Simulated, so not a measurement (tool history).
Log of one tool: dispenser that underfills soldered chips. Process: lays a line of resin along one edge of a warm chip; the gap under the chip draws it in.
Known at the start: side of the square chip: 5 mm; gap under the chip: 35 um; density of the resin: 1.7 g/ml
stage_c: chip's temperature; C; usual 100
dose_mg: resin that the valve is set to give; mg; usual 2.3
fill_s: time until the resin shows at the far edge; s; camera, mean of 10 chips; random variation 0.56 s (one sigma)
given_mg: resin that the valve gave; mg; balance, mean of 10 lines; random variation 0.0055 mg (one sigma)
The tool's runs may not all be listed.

| run | day | stage_c | dose_mg | fill_s | given_mg |
|---|---|---|---|---|---|
| 1 | 0 | 100 | 2.3 | 50.8 | 2.262 |
| 2 | 0.308 | 100 | 2.3 | 67.8 | 2.258 |
|  | 0.367 | new syringe of resin |
| 3 | 0.45 | 100 | 2.3 | 50.5 | 2.252 |
| 4 | 0.742 | 100 | 2.3 | 67.6 | 2.246 |
|  | 0.804 | new syringe of resin |
| 5 | 1.017 | 100 | 2.3 | 59.2 | 2.236 |
|  | 1.229 | new syringe of resin |
| 6 | 1.254 | 103 | 2.3 | 43.2 | 2.243 |
| 7 | 1.55 | 100 | 2.3 | 62.9 | 2.231 |
|  | 1.658 | new syringe of resin |
| 8 | 1.858 | 100 | 2.3 | 59.9 | 2.229 |
| 9 | 2.046 | 89 | 2.3 | 105.7 | 2.232 |
|  | 2.088 | new syringe of resin |
| 10 | 2.238 | 89 | 2.3 | 85.6 | 2.231 |
| 11 | 2.4 | 89 | 2.73 | 96.1 | 2.638 |
|  | 2.517 | new syringe of resin |
| 12 | 2.621 | 100 | 2.15 | 53.4 | 2.072 |
| 13 | 2.762 | 100 | 2.15 | 60.9 | 2.073 |
| 14 | 2.925 | 100 | 2.15 | 70.9 | 2.061 |
|  | 2.962 | new syringe of resin |
| 15 | 3.246 | 100 | 2.15 | 63.9 | 2.062 |
|  | 3.396 | new syringe of resin |
| 16 | 3.458 | 100 | 2.55 | 51.4 | 2.45 |
| 17 | 3.7 | 100 | 2.55 | 63.7 | 2.451 |
|  | 3.833 | new syringe of resin |
|  | 3.938 | dispensing valve cleaned and set on the balance |
| 18 | 4.062 | 115 | 2.03 | 34 | 2.026 |

The next listed run, before its measurement:
|  | 4.312 | new syringe of resin |
| 19 | 4.383 | 113 | 2.49 | ? | ? |

Run 19 gave fill_s 32.3 s, given_mg 2.486 mg.
Without the tool's hidden state the same run would have given fill_s 30.2 s, given_mg 2.493 mg.
